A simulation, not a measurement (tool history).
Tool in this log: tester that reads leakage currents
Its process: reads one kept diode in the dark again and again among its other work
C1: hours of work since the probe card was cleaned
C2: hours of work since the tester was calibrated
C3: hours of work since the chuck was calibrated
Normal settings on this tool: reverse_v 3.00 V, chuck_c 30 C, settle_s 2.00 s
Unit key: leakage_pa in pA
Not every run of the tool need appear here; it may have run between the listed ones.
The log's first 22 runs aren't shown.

run 23 hour=3325.3 | reverse_v=3.00 chuck_c=22 settle_s=0.75 | C1=2192 C2=4124 C3=824 | leakage_pa=101.22
run 24 hour=3416.1 | reverse_v=3.00 chuck_c=25 settle_s=0.75 | C1=2234 C2=4167 C3=867 | leakage_pa=130.92
-- hour=3566.6 chuck's temperature calibrated
run 25 hour=3598.7 | reverse_v=3.00 chuck_c=30 settle_s=0.75 | C1=2319 C2=4252 C3=15 | leakage_pa=199.14
run 26 hour=3713.1 | reverse_v=3.00 chuck_c=33 settle_s=0.47 | C1=2373 C2=4305 C3=69 | leakage_pa=254.78
-- hour=3795.6 probe card cleaned and baked
run 27 hour=3928.1 | reverse_v=3.00 chuck_c=33 settle_s=0.47 | C1=62 C2=4405 C3=168 | leakage_pa=254.27
run 28 hour=4038.0 | reverse_v=3.00 chuck_c=33 settle_s=0.47 | C1=114 C2=4456 C3=220 | leakage_pa=253.33
run 29 hour=4230.5 | reverse_v=3.00 chuck_c=33 settle_s=0.47 | C1=204 C2=4546 C3=310 | leakage_pa=255.88
run 30 hour=4425.8 | reverse_v=3.00 chuck_c=33 settle_s=0.47 | C1=295 C2=4638 C3=401 | leakage_pa=254.59
run 31 hour=4515.4 | reverse_v=1.99 chuck_c=27 settle_s=0.71 | C1=337 C2=4680 C3=443 | leakage_pa=130.40
run 32 hour=4695.4 | reverse_v=1.99 chuck_c=27 settle_s=2.58 | C1=422 C2=4764 C3=528 | leakage_pa=130.45
run 33 hour=4903.5 | reverse_v=2.15 chuck_c=30 settle_s=0.56 | C1=519 C2=4862 C3=625 | leakage_pa=172.59
run 34 hour=4998.9 | reverse_v=2.15 chuck_c=30 settle_s=0.56 | C1=564 C2=4907 C3=670 | leakage_pa=172.43
run 35 hour=5093.9 | reverse_v=5.17 chuck_c=30 settle_s=1.33 | C1=609 C2=4951 C3=715 | leakage_pa=252.70
run 36 hour=5214.1 | reverse_v=5.17 chuck_c=30 settle_s=1.33 | C1=665 C2=5008 C3=771 | leakage_pa=254.43
run 37 hour=5415.4 | reverse_v=7.01 chuck_c=47 settle_s=0.54 | C1=759 C2=5102 C3=865 | leakage_pa=1085.87
run 38 hour=5527.7 | reverse_v=1.42 chuck_c=30 settle_s=2.00 | C1=812 C2=5155 C3=918 | leakage_pa=142.27
-- hour=5570.8 chuck's temperature calibrated
run 39 hour=5723.1 | reverse_v=1.42 chuck_c=30 settle_s=2.00 | C1=903 C2=5245 C3=71 | leakage_pa=142.90

What if the next run were any one of these 3? Each begins from the tool's condition after run 39:
run A hour=5828.1 | reverse_v=1.42 chuck_c=30 settle_s=1.28 | C1=952 C2=5294 C3=121 | leakage_pa=?
run B hour=5828.1 | reverse_v=1.42 chuck_c=39 settle_s=1.28 | C1=952 C2=5294 C3=121 | leakage_pa=?
run C hour=5828.1 | reverse_v=1.56 chuck_c=30 settle_s=9.69 | C1=952 C2=5294 C3=121 | leakage_pa=?

run=A leakage_pa=143.80
run=B leakage_pa=294.88
run=C leakage_pa=149.66
The same runs, with their run-to-run variation unchanged, on a tool lacking any hidden condition would have given:
run=A leakage_pa=143.81
run=B leakage_pa=294.89
run=C leakage_pa=149.67

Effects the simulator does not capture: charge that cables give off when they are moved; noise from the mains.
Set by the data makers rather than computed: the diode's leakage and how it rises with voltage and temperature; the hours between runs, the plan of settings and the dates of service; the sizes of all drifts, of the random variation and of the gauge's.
